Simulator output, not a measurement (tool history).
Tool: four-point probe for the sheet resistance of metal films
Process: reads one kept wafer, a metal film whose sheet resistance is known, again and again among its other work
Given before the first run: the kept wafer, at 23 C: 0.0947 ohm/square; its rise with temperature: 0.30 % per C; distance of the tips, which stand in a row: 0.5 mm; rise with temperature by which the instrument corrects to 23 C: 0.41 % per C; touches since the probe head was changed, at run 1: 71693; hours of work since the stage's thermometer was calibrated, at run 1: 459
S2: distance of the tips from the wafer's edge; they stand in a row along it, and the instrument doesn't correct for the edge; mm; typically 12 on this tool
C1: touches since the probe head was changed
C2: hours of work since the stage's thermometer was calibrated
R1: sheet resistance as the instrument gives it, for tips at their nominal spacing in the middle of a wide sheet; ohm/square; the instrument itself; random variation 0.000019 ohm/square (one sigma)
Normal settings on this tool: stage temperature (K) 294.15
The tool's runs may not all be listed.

Run 1, day 0: usual settings; C1 71693; C2 459. Result: R1 0.095612 ohm/square.
Run 2, day 1.967: usual settings but S2 9 mm; C1 74670; C2 492. Result: R1 0.095724 ohm/square.
Run 3, day 4.208: usual settings but S2 9 mm; C1 78056; C2 530. Result: R1 0.095727 ohm/square.
Run 4, day 6.429: usual settings but stage temperature (K) 301.15, S2 9 mm; C1 81419; C2 568. Result: R1 0.095014 ohm/square.
Run 5, day 8.629: usual settings but stage temperature (K) 301.15, S2 9 mm; C1 84747; C2 605. Result: R1 0.094986 ohm/square.
Run 6, day 10.421: usual settings but stage temperature (K) 301.15, S2 9 mm; C1 87454; C2 635. Result: R1 0.095052 ohm/square.
Run 7, day 11.762: usual settings but stage temperature (K) 301.15, S2 9 mm; C1 89483; C2 658. Result: R1 0.095106 ohm/square.
At day 13.688: new probe head fitted.
Run 8, day 13.942: usual settings but stage temperature (K) 298.15; C1 385; C2 694. Result: R1 0.094551 ohm/square.
Run 9, day 15.396: usual settings but stage temperature (K) 303.15; C1 2579; C2 719. Result: R1 0.094041 ohm/square.
Run 10, day 16.558: usual settings but S2 4 mm; C1 4340; C2 739. Result: R1 0.095723 ohm/square.
Run 11, day 18.088: usual settings; C1 6653; C2 765. Result: R1 0.09507 ohm/square.
Run 12, day 19.967: usual settings; C1 9497; C2 796. Result: R1 0.095076 ohm/square.
Run 13, day 21: usual settings; C1 11060; C2 814. Result: R1 0.095094 ohm/square.
Run 14, day 22.821: usual settings; C1 13815; C2 845. Result: R1 0.095154 ohm/square.
Run 15, day 24.546: usual settings; C1 16423; C2 874. Result: R1 0.095167 ohm/square.
Run 16, day 25.712: usual settings but stage temperature (K) 305.15; C1 18185; C2 894. Result: R1 0.093948 ohm/square.
Run 17, day 27.025: usual settings but S2 7 mm; C1 20170; C2 916. Result: R1 0.095316 ohm/square.
Run 18, day 28.671: usual settings but S2 7 mm; C1 22664; C2 944. Result: R1 0.095391 ohm/square.
Run 19, day 30.579: usual settings but S2 7 mm; C1 25546; C2 976. Result: R1 0.095428 ohm/square.
Run 20, day 31.629: usual settings but S2 5 mm; C1 27133; C2 994. Result: R1 0.095654 ohm/square.
Run 21, day 33.238: usual settings but S2 3 mm; C1 29567; C2 1021. Result: R1 0.096605 ohm/square.
Run 22, day 34.488: usual settings but S2 3 mm; C1 31460; C2 1042. Result: R1 0.09657 ohm/square.
Run 23, day 35.95: usual settings but S2 5 mm; C1 33670; C2 1067. Result: R1 0.095711 ohm/square.
Run 24, day 38.088: usual settings but S2 5 mm; C1 36906; C2 1103. Result: R1 0.095789 ohm/square.
Run 25, day 39.371: usual settings but S2 6 mm; C1 38844; C2 1125. Result: R1 0.095647 ohm/square.
Run 26, day 41.267: usual settings but stage temperature (K) 298.15; C1 41716; C2 1157. Result: R1 0.094966 ohm/square.
Run 27, day 42.829: usual settings but stage temperature (K) 297.15, S2 24 mm; C1 44079; C2 1184. Result: R1 0.095027 ohm/square.
Run 28, day 44.675: usual settings but stage temperature (K) 297.15, S2 24 mm; C1 46866; C2 1215. Result: R1 0.095082 ohm/square.
Run 29, day 46.088: usual settings but stage temperature (K) 305.15, S2 56 mm; C1 49003; C2 1239. Result: R1 0.094215 ohm/square.
Run 30, day 47.783: usual settings but stage temperature (K) 307.15, S2 35 mm; C1 51571; C2 1268. Result: R1 0.094045 ohm/square.
Run 31, day 49.112: usual settings but stage temperature (K) 297.15, S2 4 mm; C1 53583; C2 1290. Result: R1 0.095889 ohm/square.
Run 32, day 51.417: usual settings but stage temperature (K) 297.15, S2 4 mm; C1 57065; C2 1329. Result: R1 0.095922 ohm/square.
Run 33, day 53.267: usual settings but stage temperature (K) 291.15, S2 4 mm; C1 59862; C2 1361. Result: R1 0.096605 ohm/square.
Run 34, day 54.771: usual settings but stage temperature (K) 291.15, S2 4 mm; C1 62139; C2 1386. Result: R1 0.096689 ohm/square.
Run 35, day 57.079: usual settings but stage temperature (K) 291.15, S2 4 mm; C1 65633; C2 1425. Result: R1 0.096666 ohm/square.
Run 36, day 58.692: usual settings but stage temperature (K) 291.15, S2 4 mm; C1 68070; C2 1453. Result: R1 0.096727 ohm/square.
Run 37, day 60.288: usual settings but S2 53 mm; C1 70486; C2 1480. Result: R1 0.09561 ohm/square.
Run 38, day 62.45: usual settings but S2 53 mm; C1 73754; C2 1516. Result: R1 0.095601 ohm/square.
Run 39, day 64.496: usual settings but S2 28 mm; C1 76852; C2 1551. Result: R1 0.095668 ohm/square.
Run 40, day 66.971: usual settings but stage temperature (K) 299.15, S2 28 mm; C1 80594; C2 1593. Result: R1 0.095167 ohm/square.
Run 41, day 68.475: usual settings but stage temperature (K) 299.15, S2 50 mm; C1 82868; C2 1618. Result: R1 0.095175 ohm/square.
Run 42, day 70.879: usual settings but stage temperature (K) 295.15, S2 36 mm; C1 86504; C2 1659. Result: R1 0.095659 ohm/square.
Run 43, day 72.462: usual settings but stage temperature (K) 303.15, S2 51 mm; C1 88901; C2 1686. Result: R1 0.094832 ohm/square.
Run 44, day 74.654: usual settings but stage temperature (K) 302.15; C1 92218; C2 1723. Result: R1 0.095064 ohm/square.
At day 74.933: new probe head fitted.
Run 45, day 76.704: usual settings but stage temperature (K) 302.15; C1 2681; C2 1757. Result: R1 0.094185 ohm/square.
Run 46, day 78.362: usual settings but stage temperature (K) 302.15, S2 5 mm; C1 5184; C2 1785. Result: R1 0.094639 ohm/square.

What would each run have given without the hidden state, its run-to-run variation left as it was?
What the log doesn't record here: inner tips' distance over the nominal, %; tips' flats over new ones', %; wafer's true temperature over the reading, C; drift of the gauge itself on sheet_ohm, %.
run        R1
  1  0.095023
  2  0.095106
  3  0.095078
  4  0.094337
  5  0.094279
  6  0.094315
  7  0.094347
  8  0.094585
  9  0.094055
 10  0.095715
 11  0.095038
 12  0.095016
 13  0.095019
 14  0.095053
 15  0.095037
 16  0.093803
 17  0.095146
 18  0.095193
 19  0.095201
 20  0.095411
 21  0.096334
 22   0.09628
 23  0.095403
 24  0.095446
 25  0.095285
 26  0.094579
 27  0.094613
 28   0.09464
 29   0.09376
 30  0.093565
 31  0.095377
 32  0.095377
 33  0.096026
 34  0.096085
 35  0.096024
 36   0.09606
 37  0.094925
 38  0.094884
 39  0.094919
 40  0.094387
 41  0.094372
 42  0.094815
 43  0.093975
 44   0.09417
 45  0.094145
 46  0.094573

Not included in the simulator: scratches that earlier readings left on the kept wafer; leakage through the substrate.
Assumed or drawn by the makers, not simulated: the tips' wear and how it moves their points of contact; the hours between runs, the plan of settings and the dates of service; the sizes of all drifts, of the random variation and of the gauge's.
